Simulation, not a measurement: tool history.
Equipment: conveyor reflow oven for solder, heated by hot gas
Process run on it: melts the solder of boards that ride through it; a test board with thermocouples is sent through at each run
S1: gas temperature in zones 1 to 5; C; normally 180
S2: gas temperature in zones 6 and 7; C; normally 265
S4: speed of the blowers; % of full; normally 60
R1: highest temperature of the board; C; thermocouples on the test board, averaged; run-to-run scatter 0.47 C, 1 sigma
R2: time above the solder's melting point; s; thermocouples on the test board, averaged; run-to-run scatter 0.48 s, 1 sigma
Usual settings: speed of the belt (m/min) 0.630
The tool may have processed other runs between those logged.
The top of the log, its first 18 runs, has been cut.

run 19 hour=171.2 | S1=180 S2=279 speed_of_the_belt_(m/min)=0.672 S4=57 | R1=251.0 R2=38.9
run 20 hour=177.6 | S1=180 S2=279 speed_of_the_belt_(m/min)=0.672 S4=57 | R1=251.3 R2=39.6
run 21 hour=190.1 | S1=180 S2=279 speed_of_the_belt_(m/min)=0.672 S4=57 | R1=251.3 R2=39.8
run 22 hour=195.6 | S1=180 S2=267 speed_of_the_belt_(m/min)=0.654 S4=57 | R1=243.3 R2=35.0
run 23 hour=201.1 | S1=193 S2=260 speed_of_the_belt_(m/min)=0.635 S4=79 | R1=245.1 R2=45.1
run 24 hour=210.2 | S1=193 S2=260 speed_of_the_belt_(m/min)=0.635 S4=79 | R1=246.3 R2=44.5
run 25 hour=216.2 | S1=193 S2=260 speed_of_the_belt_(m/min)=0.635 S4=79 | R1=245.8 R2=44.9
run 26 hour=227.8 | S1=193 S2=260 speed_of_the_belt_(m/min)=0.635 S4=79 | R1=245.7 R2=43.6
run 27 hour=233.5 | S1=183 S2=266 speed_of_the_belt_(m/min)=0.708 S4=79 | R1=244.4 R2=35.4
run 28 hour=240.4 | S1=183 S2=266 speed_of_the_belt_(m/min)=0.510 S4=79 | R1=254.8 R2=58.3
run 29 hour=250.1 | S1=183 S2=266 speed_of_the_belt_(m/min)=0.510 S4=79 | R1=254.5 R2=58.3
run 30 hour=262.1 | S1=180 S2=271 speed_of_the_belt_(m/min)=0.630 S4=60 | R1=248.6 R2=40.2

Forecast each of these 3 alternatives for the next run:
run A hour=268.5 | S1=173 S2=271 speed_of_the_belt_(m/min)=0.630 S4=60 | R1=? R2=?
run B hour=268.5 | S1=167 S2=257 speed_of_the_belt_(m/min)=0.630 S4=77 | R1=? R2=?
run C hour=268.5 | S1=176 S2=265 speed_of_the_belt_(m/min)=0.574 S4=53 | R1=? R2=?

run=A R1=245.5 R2=37.0
run=B R1=237.1 R2=30.2
run=C R1=244.8 R2=40.7
Without the tool's unlogged condition, the same runs would have read:
run=A R1=248.6 R2=39.6
run=B R1=240.3 R2=33.8
run=C R1=247.2 R2=43.1
